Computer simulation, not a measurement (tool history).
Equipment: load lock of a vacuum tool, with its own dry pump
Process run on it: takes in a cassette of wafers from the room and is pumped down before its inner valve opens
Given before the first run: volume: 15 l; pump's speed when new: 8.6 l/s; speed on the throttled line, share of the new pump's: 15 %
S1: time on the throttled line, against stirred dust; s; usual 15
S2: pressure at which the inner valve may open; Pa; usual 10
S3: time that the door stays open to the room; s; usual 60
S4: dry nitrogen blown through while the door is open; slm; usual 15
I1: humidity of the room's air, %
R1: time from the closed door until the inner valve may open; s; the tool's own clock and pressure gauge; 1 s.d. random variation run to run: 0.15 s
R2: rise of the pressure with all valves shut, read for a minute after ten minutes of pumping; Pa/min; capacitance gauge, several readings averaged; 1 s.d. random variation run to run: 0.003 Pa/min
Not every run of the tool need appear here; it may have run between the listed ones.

Run 1, hour 0.0: usual settings; I1 47.1. Result: R1 29.7 s, R2 0.070 Pa/min.
Run 2, hour 223.5: usual settings; I1 49.3. Result: R1 29.8 s, R2 0.075 Pa/min.
Run 3, hour 721.9: usual settings but S1 13 s; I1 46.4. Result: R1 28.0 s, R2 0.072 Pa/min.
Run 4, hour 1173.1: usual settings but S1 13 s; I1 44.9. Result: R1 28.3 s, R2 0.073 Pa/min.
Run 5, hour 1456.5: usual settings but S1 13 s; I1 45.3. Result: R1 28.0 s, R2 0.076 Pa/min.
Run 6, hour 1862.6: usual settings but S3 58 s; I1 42.9. Result: R1 30.0 s, R2 0.080 Pa/min.
Run 7, hour 2266.0: usual settings; I1 45.2. Result: R1 29.9 s, R2 0.084 Pa/min.
Run 8, hour 2797.9: usual settings; I1 48.6. Result: R1 30.1 s, R2 0.094 Pa/min.
Run 9, hour 3155.0: usual settings; I1 47.8. Result: R1 30.1 s, R2 0.088 Pa/min.
Run 10, hour 3554.0: usual settings; I1 44.4. Result: R1 30.5 s, R2 0.089 Pa/min.
Run 11, hour 4030.0: usual settings; I1 45.4. Result: R1 30.3 s, R2 0.093 Pa/min.
Run 12, hour 4452.6: usual settings but S1 12 s; I1 49.7. Result: R1 28.0 s, R2 0.100 Pa/min.
Run 13, hour 4884.2: usual settings but S4 22 slm; I1 48.5. Result: R1 30.5 s, R2 0.095 Pa/min.
Run 14, hour 5142.8: usual settings but S4 6 slm; I1 48.4. Result: R1 30.1 s, R2 0.110 Pa/min.
Run 15, hour 5587.6: usual settings but S4 6 slm; I1 44.2. Result: R1 30.8 s, R2 0.119 Pa/min.
Run 16, hour 6124.2: usual settings but S4 6 slm; I1 43.2. Result: R1 30.7 s, R2 0.121 Pa/min.
Run 17, hour 6604.2: usual settings but S4 6 slm; I1 43.3. Result: R1 30.5 s, R2 0.116 Pa/min.
Run 18, hour 6887.4: usual settings but S4 6 slm; I1 45.5. Result: R1 30.9 s, R2 0.125 Pa/min.
Run 19, hour 7257.2: usual settings but S4 6 slm; I1 46.2. Result: R1 31.0 s, R2 0.124 Pa/min.
Run 20, hour 7761.2: usual settings but S4 8 slm; I1 45.3. Result: R1 31.3 s, R2 0.128 Pa/min.
Run 21, hour 8048.8: usual settings but S1 21 s, S2 12 Pa, S4 8 slm; I1 43.9. Result: R1 35.6 s, R2 0.125 Pa/min.
Run 22, hour 8485.3: usual settings but S1 21 s, S2 12 Pa, S4 8 slm; I1 36.6. Result: R1 35.6 s, R2 0.127 Pa/min.
Run 23, hour 8712.0: usual settings but S1 21 s, S2 12 Pa, S4 21 slm; I1 38.4. Result: R1 35.7 s, R2 0.107 Pa/min.
Run 24, hour 9224.4: usual settings but S1 21 s, S2 11 Pa, S3 93 s, S4 19 slm; I1 43.3. Result: R1 36.0 s, R2 0.139 Pa/min.
At hour 9452.9: dry pump taken out, an overhauled one fitted.
Run 25, hour 9629.8: usual settings but S1 26 s, S4 18 slm; I1 45.9. Result: R1 38.3 s, R2 0.129 Pa/min.
Run 26, hour 9971.3: usual settings but S1 26 s, S2 11 Pa, S3 47 s, S4 18 slm; I1 40.0. Result: R1 38.3 s, R2 0.123 Pa/min.
Run 27, hour 10348.9: usual settings but S1 26 s, S2 11 Pa, S3 47 s, S4 18 slm; I1 44.3. Result: R1 38.2 s, R2 0.123 Pa/min.
Run 28, hour 10573.2: usual settings but S1 11 s, S2 11 Pa, S3 201 s; I1 45.5. Result: R1 25.6 s, R2 0.204 Pa/min.
Run 29, hour 11035.6: usual settings but S1 11 s, S2 11 Pa, S3 201 s; I1 42.1. Result: R1 25.3 s, R2 0.201 Pa/min.
Run 30, hour 11449.6: usual settings but S1 10 s, S2 12 Pa, S3 113 s, S4 21 slm; I1 42.8. Result: R1 24.8 s, R2 0.160 Pa/min.
Run 31, hour 11836.9: usual settings but S4 5 slm; I1 45.7. Result: R1 29.3 s, R2 0.171 Pa/min.
Run 32, hour 12192.1: usual settings but S4 5 slm; I1 44.4. Result: R1 29.4 s, R2 0.165 Pa/min.
Run 33, hour 12722.8: usual settings but S4 5 slm; I1 44.9. Result: R1 29.5 s, R2 0.167 Pa/min.
Run 34, hour 13013.4: usual settings but S1 11 s, S2 8 Pa, S4 16 slm; I1 47.5. Result: R1 26.7 s, R2 0.160 Pa/min.
Run 35, hour 13335.8: usual settings but S1 10 s, S2 8 Pa, S3 39 s, S4 39 slm; I1 46.5. Result: R1 25.6 s, R2 0.145 Pa/min.
Run 36, hour 13813.9: usual settings but S1 29 s, S3 39 s, S4 39 slm; I1 45.2. Result: R1 41.4 s, R2 0.147 Pa/min.

Hidden state or all else? Some run-to-run changes of R1, split into what the settings, what came in and random variation would give without the hidden state, and what is left for the hidden state (with any gauge scatter that isn't in both results):
Hidden conditions of the tool in this case: pump's speed, % of a new pump's; leak at the door's seal, Pa l/s; drift of the gauge itself on ready_s, %; drift of the gauge itself on rise_pa_min, %.
Run 11 -> 12: S1 15 -> 12. R1 -2.3 s: hidden state +0.2, all else -2.5.
Run 15 -> 16: no setting touched and nothing written in the log between the runs. R1 -0.1 s: hidden state +0.2, all else -0.3.
Run 24 -> 25: S1 21 -> 26, S2 11 -> 10, S3 93 -> 60, S4 19 -> 18, dry pump taken out, an overhauled one fitted. R1 +2.3 s: hidden state -2.0, all else +4.3.
Run 27 -> 28: S1 26 -> 11, S3 47 -> 201, S4 18 -> 15. R1 -12.6 s: hidden state +0.0, all else -12.6.
Run 30 -> 31: S1 10 -> 15, S2 12 -> 10, S3 113 -> 60, S4 21 -> 5. R1 +4.5 s: hidden state +0.0, all else +4.5.
Run 35 -> 36: S1 10 -> 29, S2 8 -> 10. R1 +15.8 s: hidden state +0.0, all else +15.8.

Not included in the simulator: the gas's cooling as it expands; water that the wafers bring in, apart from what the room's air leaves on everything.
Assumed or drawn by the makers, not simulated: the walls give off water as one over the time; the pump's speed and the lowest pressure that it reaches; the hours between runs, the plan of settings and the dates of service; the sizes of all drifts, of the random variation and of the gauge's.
